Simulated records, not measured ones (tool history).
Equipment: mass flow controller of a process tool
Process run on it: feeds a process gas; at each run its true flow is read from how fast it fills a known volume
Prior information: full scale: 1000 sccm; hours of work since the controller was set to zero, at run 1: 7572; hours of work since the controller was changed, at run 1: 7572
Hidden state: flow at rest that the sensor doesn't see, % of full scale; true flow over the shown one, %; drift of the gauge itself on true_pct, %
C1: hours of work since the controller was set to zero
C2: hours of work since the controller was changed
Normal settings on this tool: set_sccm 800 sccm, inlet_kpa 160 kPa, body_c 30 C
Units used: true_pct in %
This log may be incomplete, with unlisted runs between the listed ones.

run 1 hour=0 | set_sccm=800 inlet_kpa=160 body_c=30 | C1=7572 C2=7572 | true_pct=99.71
run 2 hour=422 | set_sccm=800 inlet_kpa=160 body_c=36 | C1=7854 C2=7854 | true_pct=99.29
run 3 hour=821.7 | set_sccm=800 inlet_kpa=160 body_c=36 | C1=8122 C2=8122 | true_pct=99.28
run 4 hour=1140.8 | set_sccm=800 inlet_kpa=160 body_c=31 | C1=8335 C2=8335 | true_pct=99.66
run 5 hour=1350.3 | set_sccm=800 inlet_kpa=160 body_c=30 | C1=8476 C2=8476 | true_pct=99.7
run 6 hour=1620.4 | set_sccm=800 inlet_kpa=160 body_c=30 | C1=8656 C2=8656 | true_pct=99.53
run 7 hour=2043.9 | set_sccm=800 inlet_kpa=160 body_c=30 | C1=8940 C2=8940 | true_pct=99.49
-- hour=2082.9 controller's zero set anew
run 8 hour=2511.6 | set_sccm=122 inlet_kpa=160 body_c=30 | C1=287 C2=9252 | true_pct=98.64
run 9 hour=2756.6 | set_sccm=122 inlet_kpa=160 body_c=30 | C1=451 C2=9416 | true_pct=98.53
run 10 hour=3079.1 | set_sccm=146 inlet_kpa=160 body_c=30 | C1=667 C2=9632 | true_pct=98.72
run 11 hour=3467.6 | set_sccm=146 inlet_kpa=160 body_c=30 | C1=927 C2=9892 | true_pct=98.68
run 12 hour=3834.9 | set_sccm=146 inlet_kpa=160 body_c=30 | C1=1172 C2=10138 | true_pct=98.65
run 13 hour=4323.3 | set_sccm=146 inlet_kpa=160 body_c=30 | C1=1499 C2=10464 | true_pct=98.68
run 14 hour=4826.6 | set_sccm=146 inlet_kpa=160 body_c=30 | C1=1836 C2=10801 | true_pct=98.79
run 15 hour=5121.7 | set_sccm=146 inlet_kpa=160 body_c=30 | C1=2033 C2=10999 | true_pct=98.77
run 16 hour=5471.9 | set_sccm=146 inlet_kpa=160 body_c=30 | C1=2268 C2=11233 | true_pct=98.65
run 17 hour=5829.3 | set_sccm=146 inlet_kpa=160 body_c=30 | C1=2507 C2=11472 | true_pct=98.55
run 18 hour=6098.7 | set_sccm=146 inlet_kpa=160 body_c=30 | C1=2687 C2=11652 | true_pct=98.67
run 19 hour=6469.9 | set_sccm=107 inlet_kpa=160 body_c=30 | C1=2935 C2=11901 | true_pct=98.62
run 20 hour=6799.3 | set_sccm=107 inlet_kpa=160 body_c=30 | C1=3156 C2=12121 | true_pct=98.53
run 21 hour=7240.7 | set_sccm=107 inlet_kpa=160 body_c=30 | C1=3451 C2=12417 | true_pct=98.64
run 22 hour=7660.1 | set_sccm=107 inlet_kpa=160 body_c=30 | C1=3732 C2=12697 | true_pct=98.73
run 23 hour=8086.2 | set_sccm=107 inlet_kpa=160 body_c=30 | C1=4017 C2=12982 | true_pct=98.57
-- hour=8474.2 controller exchanged for a calibrated one
run 24 hour=8526.2 | set_sccm=800 inlet_kpa=228 body_c=30 | C1=35 C2=35 | true_pct=99.52
run 25 hour=8803 | set_sccm=278 inlet_kpa=233 body_c=37 | C1=220 C2=220 | true_pct=98.46
run 26 hour=9089.6 | set_sccm=218 inlet_kpa=177 body_c=36 | C1=412 C2=412 | true_pct=98.58
run 27 hour=9423.8 | set_sccm=265 inlet_kpa=144 body_c=30 | C1=635 C2=635 | true_pct=98.91
run 28 hour=9684 | set_sccm=800 inlet_kpa=160 body_c=25 | C1=809 C2=809 | true_pct=99.75
run 29 hour=10067 | set_sccm=156 inlet_kpa=178 body_c=25 | C1=1066 C2=1066 | true_pct=98.95
run 30 hour=10529.6 | set_sccm=411 inlet_kpa=156 body_c=21 | C1=1375 C2=1375 | true_pct=99.37
run 31 hour=10862.3 | set_sccm=411 inlet_kpa=156 body_c=21 | C1=1598 C2=1598 | true_pct=99.49
run 32 hour=11165.5 | set_sccm=140 inlet_kpa=181 body_c=31 | C1=1801 C2=1801 | true_pct=98.56
run 33 hour=11655.9 | set_sccm=140 inlet_kpa=181 body_c=31 | C1=2129 C2=2129 | true_pct=98.68
run 34 hour=11961.3 | set_sccm=140 inlet_kpa=181 body_c=31 | C1=2333 C2=2333 | true_pct=98.6
run 35 hour=12197.9 | set_sccm=709 inlet_kpa=181 body_c=26 | C1=2491 C2=2491 | true_pct=99.55
run 36 hour=12571.1 | set_sccm=709 inlet_kpa=181 body_c=26 | C1=2741 C2=2741 | true_pct=99.73
run 37 hour=12831.1 | set_sccm=679 inlet_kpa=273 body_c=23 | C1=2915 C2=2915 | true_pct=99.49
run 38 hour=13239 | set_sccm=103 inlet_kpa=273 body_c=25 | C1=3188 C2=3188 | true_pct=98.52
run 39 hour=13494.2 | set_sccm=152 inlet_kpa=160 body_c=30 | C1=3359 C2=3359 | true_pct=98.69
run 40 hour=13720.6 | set_sccm=152 inlet_kpa=160 body_c=30 | C1=3510 C2=3510 | true_pct=98.79
run 41 hour=13999.9 | set_sccm=152 inlet_kpa=160 body_c=30 | C1=3697 C2=3697 | true_pct=98.7
run 42 hour=14328.8 | set_sccm=152 inlet_kpa=160 body_c=30 | C1=3917 C2=3917 | true_pct=98.68
run 43 hour=14579.2 | set_sccm=152 inlet_kpa=183 body_c=35 | C1=4085 C2=4085 | true_pct=98.42
run 44 hour=14965.6 | set_sccm=105 inlet_kpa=243 body_c=28 | C1=4343 C2=4343 | true_pct=98.49
run 45 hour=15294 | set_sccm=800 inlet_kpa=164 body_c=32 | C1=4563 C2=4563 | true_pct=99.59
run 46 hour=15519.3 | set_sccm=190 inlet_kpa=197 body_c=32 | C1=4714 C2=4714 | true_pct=98.61
run 47 hour=15895.7 | set_sccm=116 inlet_kpa=160 body_c=34 | C1=4966 C2=4966 | true_pct=98.56
run 48 hour=16200.1 | set_sccm=660 inlet_kpa=261 body_c=34 | C1=5169 C2=5169 | true_pct=99.15

Take each entry between the runs: how does the hidden state at the last listed run before it differ from the hidden state at the first listed run after it?
Runs 7 to 8: controller's zero set anew (hour 2082.9)
  flow at rest that the sensor doesn't see, % of full scale: 0.006 -> 0
Runs 23 to 24: controller exchanged for a calibrated one (hour 8474.2)
  flow at rest that the sensor doesn't see, % of full scale: 0.003 -> 0; true flow over the shown one, %: -0.02 -> 0
